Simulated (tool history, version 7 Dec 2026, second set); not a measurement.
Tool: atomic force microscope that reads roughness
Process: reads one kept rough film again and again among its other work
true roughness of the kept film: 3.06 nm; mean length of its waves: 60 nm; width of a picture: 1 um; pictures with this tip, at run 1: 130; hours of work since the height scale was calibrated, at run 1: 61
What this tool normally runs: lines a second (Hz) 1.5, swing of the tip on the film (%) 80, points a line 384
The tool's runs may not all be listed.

run,hour,lines a second (Hz),swing of the tip on the film (%),points a line,pictures with this tip,hours of work since the height scale was calibrated,roughness of the kept film (nm (root mean square))
1,0,1.5,80,384,130,61,2.559
2,4.6,1.5,78,384,142,65,2.555
3,11.7,1.5,78,384,162,70,2.565
4,18.7,1.5,78,384,181,76,2.538
5,26.3,1.5,80,384,201,82,2.479
6,34.2,1.5,80,684,223,88,2.466
7,42.5,1.5,80,684,245,94,2.472
8,49,1.5,80,684,263,100,2.429
9,54.6,1.5,80,684,278,104,2.438
# hour 57.9: new tip fitted
10,58.8,1.5,80,387,2,107,2.627
# hour 60.4: height scale calibrated on a step standard
11,68.6,0.69,68,445,26,6,2.868
12,77.1,3.6,74,610,49,13,2.394
13,84.4,3.6,74,610,69,19,2.359

What will run 14 give?
14,90,0.94,74,641,84,23,?

roughness of the kept film (nm (root mean square)): 2.739
On a tool with no hidden condition, and with the same random variation, this run would have come out at roughness of the kept film (nm (root mean square)) 2.818.
